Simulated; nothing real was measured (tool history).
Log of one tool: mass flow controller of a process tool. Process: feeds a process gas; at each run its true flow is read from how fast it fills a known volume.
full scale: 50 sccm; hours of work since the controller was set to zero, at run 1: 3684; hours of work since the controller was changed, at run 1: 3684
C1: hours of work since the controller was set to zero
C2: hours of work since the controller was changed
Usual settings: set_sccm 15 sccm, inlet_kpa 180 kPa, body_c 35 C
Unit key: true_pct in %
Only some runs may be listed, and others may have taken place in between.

{"run": 1, "hour": 0.0, "set_sccm": 15, "inlet_kpa": 180, "body_c": 35, "C1": 3684, "C2": 3684, "true_pct": 98.12}
{"run": 2, "hour": 90.6, "set_sccm": 15, "inlet_kpa": 180, "body_c": 37, "C1": 3735, "C2": 3735, "true_pct": 98.3}
{"run": 3, "hour": 239.4, "set_sccm": 15, "inlet_kpa": 180, "body_c": 35, "C1": 3820, "C2": 3820, "true_pct": 97.99}
{"run": 4, "hour": 356.0, "set_sccm": 15, "inlet_kpa": 180, "body_c": 35, "C1": 3886, "C2": 3886, "true_pct": 98.08}
{"run": 5, "hour": 472.6, "set_sccm": 15, "inlet_kpa": 180, "body_c": 35, "C1": 3953, "C2": 3953, "true_pct": 98.04}
{"run": 6, "hour": 597.5, "set_sccm": 15, "inlet_kpa": 180, "body_c": 35, "C1": 4024, "C2": 4024, "true_pct": 98.09}
{"run": 7, "hour": 702.7, "set_sccm": 15, "inlet_kpa": 180, "body_c": 35, "C1": 4084, "C2": 4084, "true_pct": 98.08}
{"run": 8, "hour": 847.7, "set_sccm": 10, "inlet_kpa": 180, "body_c": 35, "C1": 4166, "C2": 4166, "true_pct": 96.61}
{"run": 9, "hour": 919.2, "set_sccm": 10, "inlet_kpa": 180, "body_c": 35, "C1": 4207, "C2": 4207, "true_pct": 96.52}
{"run": 10, "hour": 1076.3, "set_sccm": 10, "inlet_kpa": 180, "body_c": 37, "C1": 4296, "C2": 4296, "true_pct": 96.92}
{"run": 11, "hour": 1193.8, "set_sccm": 10, "inlet_kpa": 180, "body_c": 37, "C1": 4363, "C2": 4363, "true_pct": 96.74}
{"run": 12, "hour": 1341.9, "set_sccm": 10, "inlet_kpa": 180, "body_c": 37, "C1": 4447, "C2": 4447, "true_pct": 96.7}
{"run": 13, "hour": 1496.7, "set_sccm": 15, "inlet_kpa": 180, "body_c": 35, "C1": 4535, "C2": 4535, "true_pct": 97.95}
{"run": 14, "hour": 1624.2, "set_sccm": 15, "inlet_kpa": 180, "body_c": 35, "C1": 4608, "C2": 4608, "true_pct": 97.84}
{"run": 15, "hour": 1707.7, "set_sccm": 6, "inlet_kpa": 180, "body_c": 35, "C1": 4655, "C2": 4655, "true_pct": 93.63}
{"run": 16, "hour": 1812.7, "set_sccm": 6, "inlet_kpa": 180, "body_c": 35, "C1": 4715, "C2": 4715, "true_pct": 93.63}
{"run": 17, "hour": 1885.9, "set_sccm": 6, "inlet_kpa": 180, "body_c": 35, "C1": 4756, "C2": 4756, "true_pct": 93.68}
{"run": 18, "hour": 2013.8, "set_sccm": 15, "inlet_kpa": 159, "body_c": 35, "C1": 4829, "C2": 4829, "true_pct": 97.62}
{"hour": 2027.7, "done": "controller's zero set anew"}
{"run": 19, "hour": 2153.6, "set_sccm": 15, "inlet_kpa": 180, "body_c": 35, "C1": 72, "C2": 4908, "true_pct": 96.0}
{"run": 20, "hour": 2219.1, "set_sccm": 15, "inlet_kpa": 180, "body_c": 35, "C1": 109, "C2": 4946, "true_pct": 96.03}
{"run": 21, "hour": 2369.6, "set_sccm": 15, "inlet_kpa": 180, "body_c": 35, "C1": 194, "C2": 5031, "true_pct": 95.92}
{"run": 22, "hour": 2444.8, "set_sccm": 15, "inlet_kpa": 180, "body_c": 35, "C1": 237, "C2": 5074, "true_pct": 95.88}
{"run": 23, "hour": 2523.9, "set_sccm": 19, "inlet_kpa": 180, "body_c": 35, "C1": 282, "C2": 5119, "true_pct": 97.07}
{"run": 24, "hour": 2660.7, "set_sccm": 19, "inlet_kpa": 180, "body_c": 35, "C1": 360, "C2": 5197, "true_pct": 97.06}
{"run": 25, "hour": 2732.1, "set_sccm": 19, "inlet_kpa": 180, "body_c": 35, "C1": 401, "C2": 5237, "true_pct": 96.92}
{"run": 26, "hour": 2803.4, "set_sccm": 19, "inlet_kpa": 180, "body_c": 35, "C1": 441, "C2": 5278, "true_pct": 96.87}
{"run": 27, "hour": 2915.7, "set_sccm": 20, "inlet_kpa": 193, "body_c": 36, "C1": 505, "C2": 5342, "true_pct": 97.34}
{"hour": 3010.6, "done": "controller's zero set anew, once more"}
{"run": 28, "hour": 3015.6, "set_sccm": 20, "inlet_kpa": 193, "body_c": 36, "C1": 3, "C2": 5398, "true_pct": 100.73}
{"run": 29, "hour": 3100.0, "set_sccm": 15, "inlet_kpa": 180, "body_c": 27, "C1": 51, "C2": 5446, "true_pct": 99.48}
{"run": 30, "hour": 3178.7, "set_sccm": 15, "inlet_kpa": 155, "body_c": 28, "C1": 96, "C2": 5491, "true_pct": 99.32}
{"run": 31, "hour": 3275.3, "set_sccm": 18, "inlet_kpa": 250, "body_c": 23, "C1": 151, "C2": 5546, "true_pct": 99.7}
{"run": 32, "hour": 3435.2, "set_sccm": 8, "inlet_kpa": 180, "body_c": 39, "C1": 241, "C2": 5637, "true_pct": 100.0}
{"run": 33, "hour": 3555.6, "set_sccm": 12, "inlet_kpa": 180, "body_c": 39, "C1": 310, "C2": 5705, "true_pct": 100.25}
{"run": 34, "hour": 3628.0, "set_sccm": 15, "inlet_kpa": 148, "body_c": 24, "C1": 351, "C2": 5747, "true_pct": 98.96}
{"run": 35, "hour": 3693.2, "set_sccm": 15, "inlet_kpa": 148, "body_c": 24, "C1": 388, "C2": 5784, "true_pct": 99.02}
{"run": 36, "hour": 3790.2, "set_sccm": 8, "inlet_kpa": 216, "body_c": 37, "C1": 443, "C2": 5839, "true_pct": 99.94}
{"run": 37, "hour": 3867.0, "set_sccm": 12, "inlet_kpa": 239, "body_c": 20, "C1": 487, "C2": 5882, "true_pct": 98.65}
{"run": 38, "hour": 4006.4, "set_sccm": 12, "inlet_kpa": 239, "body_c": 20, "C1": 566, "C2": 5962, "true_pct": 98.7}
{"run": 39, "hour": 4072.5, "set_sccm": 10, "inlet_kpa": 280, "body_c": 40, "C1": 604, "C2": 5999, "true_pct": 100.48}
{"run": 40, "hour": 4139.5, "set_sccm": 25, "inlet_kpa": 173, "body_c": 25, "C1": 642, "C2": 6037, "true_pct": 99.58}
{"run": 41, "hour": 4290.1, "set_sccm": 8, "inlet_kpa": 174, "body_c": 35, "C1": 728, "C2": 6123, "true_pct": 99.14}
{"run": 42, "hour": 4395.0, "set_sccm": 8, "inlet_kpa": 174, "body_c": 35, "C1": 787, "C2": 6183, "true_pct": 99.21}
{"run": 43, "hour": 4540.6, "set_sccm": 8, "inlet_kpa": 174, "body_c": 35, "C1": 870, "C2": 6265, "true_pct": 99.14}
{"run": 44, "hour": 4696.5, "set_sccm": 8, "inlet_kpa": 174, "body_c": 24, "C1": 959, "C2": 6354, "true_pct": 97.97}
{"run": 45, "hour": 4778.4, "set_sccm": 18, "inlet_kpa": 253, "body_c": 24, "C1": 1005, "C2": 6401, "true_pct": 99.45}
{"run": 46, "hour": 4887.3, "set_sccm": 7, "inlet_kpa": 253, "body_c": 24, "C1": 1067, "C2": 6463, "true_pct": 98.12}
{"run": 47, "hour": 4992.1, "set_sccm": 7, "inlet_kpa": 253, "body_c": 24, "C1": 1127, "C2": 6522, "true_pct": 97.99}
{"run": 48, "hour": 5128.0, "set_sccm": 7, "inlet_kpa": 209, "body_c": 23, "C1": 1204, "C2": 6599, "true_pct": 97.56}
{"run": 49, "hour": 5243.4, "set_sccm": 6, "inlet_kpa": 158, "body_c": 25, "C1": 1270, "C2": 6665, "true_pct": 96.98}

Selected run-to-run steps in true_pct, each split into two signed amounts: the part the tool would show with no hidden state at all (from settings, incoming material and random variation), and the remainder, which goes to the hidden state together with any gauge scatter not common to the measured and the hidden-state-free results:
Hidden state at play: flow at rest that the sensor doesn't see, % of full scale; true flow over the shown one, %; drift of the gauge itself on true_pct, %.
Run 14 -> 15: set_sccm 15 -> 6. true_pct -4.21 %: hidden state -3.74, all else -0.47.
Run 17 -> 18: set_sccm 6 -> 15, inlet_kpa 180 -> 159. true_pct +3.94 %: hidden state +3.78, all else +0.16.
Run 27 -> 28: controller's zero set anew, once more. true_pct +3.39 %: hidden state +3.34, all else +0.05.
